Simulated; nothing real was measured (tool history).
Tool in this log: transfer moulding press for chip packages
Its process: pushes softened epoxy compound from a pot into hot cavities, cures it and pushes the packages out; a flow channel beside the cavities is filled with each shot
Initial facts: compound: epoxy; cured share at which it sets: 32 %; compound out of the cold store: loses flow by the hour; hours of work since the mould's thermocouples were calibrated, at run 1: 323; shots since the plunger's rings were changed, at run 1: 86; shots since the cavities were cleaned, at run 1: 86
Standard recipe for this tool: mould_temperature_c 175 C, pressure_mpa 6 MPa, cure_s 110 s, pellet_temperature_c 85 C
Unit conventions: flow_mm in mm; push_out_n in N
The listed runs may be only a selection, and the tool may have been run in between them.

run,hour,mould_temperature_c,pressure_mpa,cure_s,pellet_temperature_c,hours of work since the mould's thermocouples were calibrated,shots since the plunger's rings were changed,shots since the cavities were cleaned,incoming compound's hours out of the cold store,flow_mm,push_out_n
1,0,175,6,110,85,323,86,86,31.3,726,273
2,13.9,175,6,110,85,328,195,195,38.7,702,303
3,31.4,175,6,110,85,336,332,332,8.1,814,361
# hour 47.6: cavities cleaned with cleaning compound and waxed
4,55.9,175,6,110,85,346,512,64,26,739,250
5,69.7,175,6,110,85,352,621,173,20.1,762,298
6,83,175,6,110,85,357,725,277,46,674,301
7,100.8,175,6,110,85,365,864,416,44.7,685,350
# hour 106.7: cavities cleaned with cleaning compound and waxed
8,118.8,175,6,110,85,372,994,95,13.6,784,288
9,139.7,175,6,110,85,381,1157,258,26.4,737,309
# hour 142.7: mould's thermocouples calibrated
10,165.2,175,6,105,85,10,1342,443,8.5,790,405
# hour 168.8: cavities cleaned with cleaning compound and waxed
# hour 180.2: mould's thermocouples calibrated, once more
11,191.5,175,6,105,85,5,1521,163,20.6,752,320
12,202,175,6,105,85,9,1603,245,20.2,759,360
13,226.2,175,6.14,110,85,20,1793,435,40.2,689,347
# hour 229.2: cavities cleaned with cleaning compound and waxed
14,246.4,175,6.14,110,85,28,1939,135,46.6,676,269
15,258,178,6,134,85,33,2030,226,13,765,234
16,271.8,178,6,109,85,39,2138,334,36.7,692,298
# hour 288.4: cavities cleaned with cleaning compound and waxed
17,289.1,178,6.8,109,85,45,2262,5,11.8,817,212
18,306.9,178,6.8,109,85,53,2401,144,18.4,778,254
19,317.6,182,6.09,106,90,58,2486,229,15.4,751,252
20,343.1,175,6,110,90,68,2685,428,43.1,662,330
# hour 347.8: cavities cleaned with cleaning compound and waxed
21,358.7,176,7.23,110,92,74,2795,85,17,806,246
22,375,181,6,110,81,81,2923,213,27.9,707,240
23,399.9,175,6,98,80,92,3119,409,23.1,717,472
# hour 407.1: cavities cleaned with cleaning compound and waxed
24,420.4,175,6,98,80,100,3267,104,11.7,771,367
25,438.3,175,6,98,80,108,3407,244,37.9,664,387
26,456.3,176,6,147,80,116,3549,386,15.7,741,265
# hour 466: cavities cleaned with cleaning compound and waxed
27,476.2,176,6,147,80,123,3693,80,13.3,748,205

Predict each of these 3 candidate next runs independently; none follows another, all start after run 27:
A,494.5,175,6,110,85,131,3837,224,33,?,?
B,494.5,175,6,98,85,131,3837,224,30.2,?,?
C,494.5,169,5.61,139,85,131,3837,224,11.5,?,?

run,flow_mm,push_out_n
A,672,314
B,700,386
C,734,302
Without the tool's hidden state the same runs would have given:
run,flow_mm,push_out_n
A,719,235
B,749,287
C,786,227
